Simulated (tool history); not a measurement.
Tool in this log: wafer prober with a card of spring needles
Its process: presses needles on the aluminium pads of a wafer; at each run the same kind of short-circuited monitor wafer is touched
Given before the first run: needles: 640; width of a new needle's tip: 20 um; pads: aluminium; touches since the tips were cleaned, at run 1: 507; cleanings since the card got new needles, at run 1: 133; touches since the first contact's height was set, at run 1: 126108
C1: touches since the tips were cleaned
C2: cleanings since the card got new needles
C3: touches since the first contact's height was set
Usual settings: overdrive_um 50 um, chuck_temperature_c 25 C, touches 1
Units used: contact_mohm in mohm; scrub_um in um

run 1 day=0.000 | overdrive_um=50 chuck_temperature_c=25 touches=1 | C1=507 C2=133 C3=126108 | contact_mohm=202 scrub_um=9.07
-- day=0.217 tips cleaned on abrasive film
-- day=0.483 tips cleaned on abrasive film
-- day=0.700 tips cleaned on abrasive film
-- day=0.971 tips cleaned on abrasive film
-- day=1.238 tips cleaned on abrasive film
-- day=1.508 tips cleaned on abrasive film
-- day=1.725 tips cleaned on abrasive film
-- day=1.992 tips cleaned on abrasive film
-- day=2.262 tips cleaned on abrasive film
run 2 day=2.388 | overdrive_um=50 chuck_temperature_c=25 touches=1 | C1=1838 C2=142 C3=160918 | contact_mohm=272 scrub_um=8.86
-- day=2.496 tips cleaned on abrasive film
-- day=2.767 tips cleaned on abrasive film
-- day=3.033 tips cleaned on abrasive film
-- day=3.304 tips cleaned on abrasive film
-- day=3.571 tips cleaned on abrasive film
-- day=3.842 tips cleaned on abrasive film
-- day=4.112 tips cleaned on abrasive film
-- day=4.379 tips cleaned on abrasive film
-- day=4.392 height of the first contact set anew
-- day=4.662 tips cleaned on abrasive film
-- day=4.879 tips cleaned on abrasive film
run 3 day=4.946 | overdrive_um=50 chuck_temperature_c=88 touches=1 | C1=1005 C2=152 C3=8071 | contact_mohm=227 scrub_um=9.32
-- day=5.108 tips cleaned on abrasive film
-- day=5.379 tips cleaned on abrasive film
-- day=5.646 tips cleaned on abrasive film
-- day=5.917 tips cleaned on abrasive film
-- day=6.183 tips cleaned on abrasive film
-- day=6.454 tips cleaned on abrasive film
-- day=6.671 tips cleaned on abrasive film
-- day=6.938 tips cleaned on abrasive film
-- day=7.208 tips cleaned on abrasive film
-- day=7.479 tips cleaned on abrasive film
-- day=7.746 tips cleaned on abrasive film
run 4 day=7.779 | overdrive_um=50 chuck_temperature_c=88 touches=1 | C1=509 C2=163 C3=49403 | contact_mohm=201 scrub_um=9.27
-- day=7.996 tips cleaned on abrasive film
-- day=8.267 tips cleaned on abrasive film
-- day=8.533 tips cleaned on abrasive film
-- day=8.804 tips cleaned on abrasive film
-- day=9.071 tips cleaned on abrasive film
-- day=9.342 tips cleaned on abrasive film
-- day=9.571 tips cleaned on abrasive film
run 5 day=9.571 | overdrive_um=50 chuck_temperature_c=88 touches=1 | C1=0 C2=170 C3=75495 | contact_mohm=152 scrub_um=9.21
-- day=9.838 tips cleaned on abrasive film
-- day=10.108 tips cleaned on abrasive film
-- day=10.379 tips cleaned on abrasive film
-- day=10.592 tips cleaned on abrasive film
-- day=10.862 tips cleaned on abrasive film
-- day=11.133 tips cleaned on abrasive film
-- day=11.400 tips cleaned on abrasive film
-- day=11.671 tips cleaned on abrasive film
-- day=11.938 tips cleaned on abrasive film
-- day=12.208 tips cleaned on abrasive film
-- day=12.475 tips cleaned on abrasive film
-- day=12.746 tips cleaned on abrasive film
-- day=13.017 tips cleaned on abrasive film
run 6 day=13.025 | overdrive_um=50 chuck_temperature_c=88 touches=1 | C1=161 C2=183 C3=125895 | contact_mohm=177 scrub_um=8.94
-- day=13.242 tips cleaned on abrasive film
-- day=13.458 tips cleaned on abrasive film
-- day=13.729 tips cleaned on abrasive film
-- day=13.996 tips cleaned on abrasive film
-- day=14.267 tips cleaned on abrasive film
-- day=14.483 tips cleaned on abrasive film
run 7 day=14.600 | overdrive_um=50 chuck_temperature_c=88 touches=1 | C1=1740 C2=189 C3=148832 | contact_mohm=288 scrub_um=8.88
-- day=14.708 tips cleaned on abrasive film
-- day=14.979 tips cleaned on abrasive film
-- day=15.196 tips cleaned on abrasive film
-- day=15.462 tips cleaned on abrasive film
-- day=15.733 tips cleaned on abrasive film
-- day=16.000 tips cleaned on abrasive film
-- day=16.217 tips cleaned on abrasive film
-- day=16.488 tips cleaned on abrasive film
run 8 day=16.592 | overdrive_um=50 chuck_temperature_c=88 touches=1 | C1=1562 C2=197 C3=177868 | contact_mohm=284 scrub_um=8.77
-- day=16.754 tips cleaned on abrasive film
-- day=16.971 tips cleaned on abrasive film
-- day=17.242 tips cleaned on abrasive film
-- day=17.462 height of the first contact set anew
-- day=17.521 tips cleaned on abrasive film
-- day=17.792 tips cleaned on abrasive film
-- day=18.058 tips cleaned on abrasive film
-- day=18.329 tips cleaned on abrasive film
-- day=18.596 tips cleaned on abrasive film
-- day=18.867 tips cleaned on abrasive film
run 9 day=18.867 | overdrive_um=57 chuck_temperature_c=40 touches=1 | C1=0 C2=206 C3=20402 | contact_mohm=134 scrub_um=10.63
-- day=19.083 tips cleaned on abrasive film
-- day=19.350 tips cleaned on abrasive film
-- day=19.621 tips cleaned on abrasive film
-- day=19.888 tips cleaned on abrasive film
-- day=20.158 tips cleaned on abrasive film
-- day=20.429 tips cleaned on abrasive film
-- day=20.696 tips cleaned on abrasive film
-- day=20.967 tips cleaned on abrasive film
-- day=21.233 tips cleaned on abrasive film
-- day=21.504 tips cleaned on abrasive film
-- day=21.771 tips cleaned on abrasive film
run 10 day=21.938 | overdrive_um=57 chuck_temperature_c=40 touches=1 | C1=2456 C2=217 C3=65249 | contact_mohm=265 scrub_um=10.47
-- day=21.996 tips cleaned on abrasive film
-- day=22.262 tips cleaned on abrasive film
-- day=22.533 tips cleaned on abrasive film
-- day=22.804 tips cleaned on abrasive film
-- day=23.071 tips cleaned on abrasive film
-- day=23.288 tips cleaned on abrasive film
-- day=23.558 tips cleaned on abrasive film
-- day=23.825 tips cleaned on abrasive film
-- day=24.042 tips cleaned on abrasive film
-- day=24.312 tips cleaned on abrasive film
-- day=24.579 tips cleaned on abrasive film
-- day=24.850 tips cleaned on abrasive film
run 11 day=24.900 | overdrive_um=59 chuck_temperature_c=33 touches=3 | C1=758 C2=229 C3=108394 | contact_mohm=148 scrub_um=10.83
-- day=25.117 tips cleaned on abrasive film
-- day=25.333 tips cleaned on abrasive film
-- day=25.600 tips cleaned on abrasive film
-- day=25.871 tips cleaned on abrasive film
-- day=26.138 tips cleaned on abrasive film
-- day=26.408 tips cleaned on abrasive film
-- day=26.679 tips cleaned on abrasive film
-- day=26.946 tips cleaned on abrasive film
-- day=27.217 tips cleaned on abrasive film
-- day=27.483 tips cleaned on abrasive film
-- day=27.700 tips cleaned on abrasive film
run 12 day=27.846 | overdrive_um=50 chuck_temperature_c=82 touches=3 | C1=2133 C2=240 C3=151348 | contact_mohm=210 scrub_um=8.86
-- day=27.954 tips cleaned on abrasive film
-- day=28.225 tips cleaned on abrasive film
-- day=28.492 tips cleaned on abrasive film
-- day=28.708 tips cleaned on abrasive film
-- day=28.979 tips cleaned on abrasive film
-- day=29.196 tips cleaned on abrasive film
-- day=29.462 tips cleaned on abrasive film
-- day=29.733 tips cleaned on abrasive film
-- day=30.000 tips cleaned on abrasive film
-- day=30.217 tips cleaned on abrasive film
-- day=30.488 tips cleaned on abrasive film
-- day=30.500 height of the first contact set anew
-- day=30.767 tips cleaned on abrasive film
-- day=31.038 tips cleaned on abrasive film
-- day=31.304 tips cleaned on abrasive film
run 13 day=31.321 | overdrive_um=61 chuck_temperature_c=25 touches=1 | C1=240 C2=254 C3=12014 | contact_mohm=159 scrub_um=11.49
-- day=31.538 tips cleaned on abrasive film
-- day=31.808 tips cleaned on abrasive film
-- day=32.075 tips cleaned on abrasive film
-- day=32.346 tips cleaned on abrasive film
-- day=32.612 tips cleaned on abrasive film
-- day=32.883 tips cleaned on abrasive film
-- day=33.100 tips cleaned on abrasive film
-- day=33.367 tips cleaned on abrasive film
-- day=33.638 tips cleaned on abrasive film
run 14 day=33.662 | overdrive_um=57 chuck_temperature_c=87 touches=2 | C1=375 C2=263 C3=46141 | contact_mohm=164 scrub_um=10.60
-- day=33.879 tips cleaned on abrasive film
-- day=34.146 tips cleaned on abrasive film
-- day=34.417 tips cleaned on abrasive film
-- day=34.633 tips cleaned on abrasive film
-- day=34.900 tips cleaned on abrasive film
-- day=35.171 tips cleaned on abrasive film
run 15 day=35.204 | overdrive_um=57 chuck_temperature_c=87 touches=2 | C1=493 C2=269 C3=68615 | contact_mohm=178 scrub_um=10.61
-- day=35.421 tips cleaned on abrasive film
-- day=35.688 tips cleaned on abrasive film
-- day=35.958 tips cleaned on abrasive film
-- day=36.229 tips cleaned on abrasive film
-- day=36.496 tips cleaned on abrasive film
-- day=36.767 tips cleaned on abrasive film
-- day=36.983 tips cleaned on abrasive film
-- day=37.250 tips cleaned on abrasive film
-- day=37.521 tips cleaned on abrasive film
-- day=37.788 tips cleaned on abrasive film
-- day=38.058 tips cleaned on abrasive film
-- day=38.325 tips cleaned on abrasive film
-- day=38.596 tips cleaned on abrasive film
-- day=38.867 tips cleaned on abrasive film
run 16 day=38.912 | overdrive_um=66 chuck_temperature_c=36 touches=1 | C1=704 C2=283 C3=122699 | contact_mohm=179 scrub_um=12.00

Pick out some run-to-run changes in contact_mohm. Of each, how much would a tool without hidden state show as well, from the settings, what came in and chance, and how much is left for the hidden state and any gauge scatter not in both results compared?
The hidden state here: debris on the tips, nm; way that the needles fall short of the set height, um; tips' diameter, um; drift of the gauge itself on contact_mohm, %; drift of the gauge itself on scrub_um, %.
Run 8 -> 9: overdrive_um 50 -> 57, chuck_temperature_c 88 -> 40, tips cleaned on abrasive film, tips cleaned on abrasive film, tips cleaned on abrasive film, height of the first contact set anew, tips cleaned on abrasive film, tips cleaned on abrasive film, tips cleaned on abrasive film, tips cleaned on abrasive film, tips cleaned on abrasive film, tips cleaned on abrasive film. contact_mohm -150 mohm: hidden state -137, all else -13.

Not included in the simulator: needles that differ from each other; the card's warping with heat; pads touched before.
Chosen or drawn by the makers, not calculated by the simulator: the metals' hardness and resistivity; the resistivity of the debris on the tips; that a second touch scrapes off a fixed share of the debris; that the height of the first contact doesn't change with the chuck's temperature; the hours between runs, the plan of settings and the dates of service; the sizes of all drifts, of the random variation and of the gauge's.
